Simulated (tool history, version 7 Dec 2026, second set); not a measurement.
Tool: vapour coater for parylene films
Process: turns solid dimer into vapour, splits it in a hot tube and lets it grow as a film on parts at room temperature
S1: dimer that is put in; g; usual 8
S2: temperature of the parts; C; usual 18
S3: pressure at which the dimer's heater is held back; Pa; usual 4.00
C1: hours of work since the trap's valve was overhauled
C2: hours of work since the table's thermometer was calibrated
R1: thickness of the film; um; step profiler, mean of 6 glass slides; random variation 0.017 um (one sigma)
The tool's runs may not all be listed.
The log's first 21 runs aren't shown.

{"run": 22, "hour": 435.4, "S1": 11, "S2": 18, "S3": 3.12, "C1": 625, "C2": 200, "R1": 2.43}
{"run": 23, "hour": 465.9, "S1": 4, "S2": 17, "S3": 5.76, "C1": 646, "C2": 221, "R1": 0.81}
{"run": 24, "hour": 491.5, "S1": 4, "S2": 17, "S3": 5.76, "C1": 664, "C2": 238, "R1": 0.82}
{"hour": 498.1, "done": "trap's valve overhauled"}
{"run": 25, "hour": 516.0, "S1": 8, "S2": 18, "S3": 2.31, "C1": 12, "C2": 252, "R1": 1.88}
{"run": 26, "hour": 544.6, "S1": 8, "S2": 18, "S3": 2.31, "C1": 32, "C2": 272, "R1": 1.94}
{"run": 27, "hour": 571.1, "S1": 7, "S2": 11, "S3": 2.59, "C1": 50, "C2": 290, "R1": 1.98}
{"run": 28, "hour": 589.6, "S1": 9, "S2": 25, "S3": 7.81, "C1": 63, "C2": 303, "R1": 1.3}
{"run": 29, "hour": 603.7, "S1": 11, "S2": 13, "S3": 5.76, "C1": 73, "C2": 313, "R1": 2.47}
{"run": 30, "hour": 622.5, "S1": 14, "S2": 28, "S3": 4.46, "C1": 86, "C2": 326, "R1": 2.18}
{"run": 31, "hour": 650.2, "S1": 14, "S2": 28, "S3": 4.46, "C1": 105, "C2": 345, "R1": 2.14}

Forecast each of these 5 alternatives for the next run:
{"run": "A", "hour": 680.7, "S1": 8, "S2": 17, "S3": 3.67, "C1": 126, "C2": 366, "R1": "?"}
{"run": "B", "hour": 680.7, "S1": 8, "S2": 18, "S3": 4.28, "C1": 126, "C2": 366, "R1": "?"}
{"run": "C", "hour": 680.7, "S1": 14, "S2": 28, "S3": 2.14, "C1": 126, "C2": 366, "R1": "?"}
{"run": "D", "hour": 680.7, "S1": 10, "S2": 22, "S3": 7.45, "C1": 126, "C2": 366, "R1": "?"}
{"run": "E", "hour": 680.7, "S1": 8, "S2": 15, "S3": 2.34, "C1": 126, "C2": 366, "R1": "?"}

run=A R1=1.76
run=B R1=1.66
run=C R1=2.51
run=D R1=1.64
run=E R1=2.06
Without the tool's hidden state the same runs would have given:
run=A R1=1.76
run=B R1=1.66
run=C R1=2.52
run=D R1=1.65
run=E R1=2.06

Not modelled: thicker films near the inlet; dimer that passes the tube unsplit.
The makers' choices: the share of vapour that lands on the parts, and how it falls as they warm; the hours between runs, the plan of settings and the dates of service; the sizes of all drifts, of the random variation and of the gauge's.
